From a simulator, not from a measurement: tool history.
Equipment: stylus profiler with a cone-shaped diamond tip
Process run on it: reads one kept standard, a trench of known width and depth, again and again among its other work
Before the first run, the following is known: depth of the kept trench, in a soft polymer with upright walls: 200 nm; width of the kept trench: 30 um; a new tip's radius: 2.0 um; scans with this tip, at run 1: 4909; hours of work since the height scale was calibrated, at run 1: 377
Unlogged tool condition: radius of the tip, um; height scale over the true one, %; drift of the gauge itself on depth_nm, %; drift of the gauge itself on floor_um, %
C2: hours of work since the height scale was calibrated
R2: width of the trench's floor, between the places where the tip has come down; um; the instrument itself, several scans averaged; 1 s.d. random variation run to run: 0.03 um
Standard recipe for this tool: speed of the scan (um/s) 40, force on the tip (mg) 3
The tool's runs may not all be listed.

{"run": 1, "hour": 0.0, "speed of the scan (um/s)": 40, "force on the tip (mg)": 3, "scans with this tip": 4909, "C2": 377, "depth of the trench (Å)": 2021.7, "R2": 27.76}
{"run": 2, "hour": 31.7, "speed of the scan (um/s)": 40, "force on the tip (mg)": 3, "scans with this tip": 5080, "C2": 390, "depth of the trench (Å)": 2020.5, "R2": 27.75}
{"run": 3, "hour": 61.8, "speed of the scan (um/s)": 40, "force on the tip (mg)": 5.91, "scans with this tip": 5241, "C2": 403, "depth of the trench (Å)": 2035.4, "R2": 27.83}
{"run": 4, "hour": 101.2, "speed of the scan (um/s)": 40, "force on the tip (mg)": 5.91, "scans with this tip": 5454, "C2": 419, "depth of the trench (Å)": 2034.4, "R2": 27.85}
{"run": 5, "hour": 140.6, "speed of the scan (um/s)": 40, "force on the tip (mg)": 5.91, "scans with this tip": 5666, "C2": 435, "depth of the trench (Å)": 2034.9, "R2": 27.79}
{"run": 6, "hour": 182.6, "speed of the scan (um/s)": 21, "force on the tip (mg)": 3, "scans with this tip": 5892, "C2": 453, "depth of the trench (Å)": 2021, "R2": 27.82}
{"run": 7, "hour": 215.0, "speed of the scan (um/s)": 40, "force on the tip (mg)": 2.17, "scans with this tip": 6066, "C2": 466, "depth of the trench (Å)": 2014.2, "R2": 27.66}
{"run": 8, "hour": 237.1, "speed of the scan (um/s)": 18, "force on the tip (mg)": 3, "scans with this tip": 6185, "C2": 475, "depth of the trench (Å)": 2020, "R2": 27.85}
{"run": 9, "hour": 262.9, "speed of the scan (um/s)": 18, "force on the tip (mg)": 3, "scans with this tip": 6324, "C2": 486, "depth of the trench (Å)": 2020.2, "R2": 27.85}
{"run": 10, "hour": 298.5, "speed of the scan (um/s)": 18, "force on the tip (mg)": 3, "scans with this tip": 6515, "C2": 500, "depth of the trench (Å)": 2019.9, "R2": 27.87}
{"run": 11, "hour": 332.3, "speed of the scan (um/s)": 40, "force on the tip (mg)": 3, "scans with this tip": 6697, "C2": 514, "depth of the trench (Å)": 2020.4, "R2": 27.67}
{"run": 12, "hour": 373.0, "speed of the scan (um/s)": 40, "force on the tip (mg)": 3, "scans with this tip": 6916, "C2": 531, "depth of the trench (Å)": 2019.6, "R2": 27.71}
{"run": 13, "hour": 408.6, "speed of the scan (um/s)": 40, "force on the tip (mg)": 3, "scans with this tip": 7107, "C2": 546, "depth of the trench (Å)": 2018, "R2": 27.68}
{"run": 14, "hour": 437.7, "speed of the scan (um/s)": 40, "force on the tip (mg)": 3, "scans with this tip": 7264, "C2": 558, "depth of the trench (Å)": 2020.7, "R2": 27.63}
{"run": 15, "hour": 460.7, "speed of the scan (um/s)": 115, "force on the tip (mg)": 5.85, "scans with this tip": 7388, "C2": 567, "depth of the trench (Å)": 2033.2, "R2": 27.44}
{"run": 16, "hour": 504.0, "speed of the scan (um/s)": 13, "force on the tip (mg)": 5.85, "scans with this tip": 7621, "C2": 585, "depth of the trench (Å)": 2034.3, "R2": 27.83}
{"run": 17, "hour": 535.5, "speed of the scan (um/s)": 54, "force on the tip (mg)": 1.68, "scans with this tip": 7790, "C2": 598, "depth of the trench (Å)": 2011.4, "R2": 27.51}
{"run": 18, "hour": 575.2, "speed of the scan (um/s)": 24, "force on the tip (mg)": 3.4, "scans with this tip": 8004, "C2": 615, "depth of the trench (Å)": 2021.1, "R2": 27.74}
{"run": 19, "hour": 612.1, "speed of the scan (um/s)": 129, "force on the tip (mg)": 1.78, "scans with this tip": 8203, "C2": 630, "depth of the trench (Å)": 2013.1, "R2": 26.85}
{"run": 20, "hour": 641.6, "speed of the scan (um/s)": 158, "force on the tip (mg)": 5.57, "scans with this tip": 8361, "C2": 642, "depth of the trench (Å)": 2030.4, "R2": 27.18}
{"run": 21, "hour": 663.7, "speed of the scan (um/s)": 19, "force on the tip (mg)": 2.45, "scans with this tip": 8480, "C2": 651, "depth of the trench (Å)": 2015.2, "R2": 27.69}
{"run": 22, "hour": 708.0, "speed of the scan (um/s)": 113, "force on the tip (mg)": 2.74, "scans with this tip": 8719, "C2": 670, "depth of the trench (Å)": 2017, "R2": 27.19}
{"run": 23, "hour": 739.6, "speed of the scan (um/s)": 118, "force on the tip (mg)": 5.39, "scans with this tip": 8888, "C2": 683, "depth of the trench (Å)": 2030, "R2": 27.28}
{"run": 24, "hour": 779.3, "speed of the scan (um/s)": 26, "force on the tip (mg)": 1.75, "scans with this tip": 9102, "C2": 699, "depth of the trench (Å)": 2010.6, "R2": 27.63}
{"run": 25, "hour": 804.2, "speed of the scan (um/s)": 26, "force on the tip (mg)": 1.75, "scans with this tip": 9236, "C2": 709, "depth of the trench (Å)": 2010.6, "R2": 27.6}
{"run": 26, "hour": 846.7, "speed of the scan (um/s)": 51, "force on the tip (mg)": 3.25, "scans with this tip": 9465, "C2": 727, "depth of the trench (Å)": 2020, "R2": 27.53}

Some steps in depth of the trench (Å) between neighbouring runs. How much of each would the tool show without its hidden state too (settings, what came in, random variation), and how much is left for the hidden state, with any gauge scatter that isn't in both results?
Run 1 -> 2: settings left as they were, no log entry in between. depth of the trench (Å) -1.2: hidden state -0.2, all else -1.
Run 3 -> 4: settings left as they were, no log entry in between. depth of the trench (Å) -1: hidden state -0.2, all else -0.8.
Run 16 -> 17: speed of the scan (um/s) 13 -> 54, force on the tip (mg) 5.85 -> 1.68. depth of the trench (Å) -22.9: hidden state -0.1, all else -22.8.
Run 23 -> 24: speed of the scan (um/s) 118 -> 26, force on the tip (mg) 5.39 -> 1.75. depth of the trench (Å) -19.4: hidden state +0, all else -19.4.
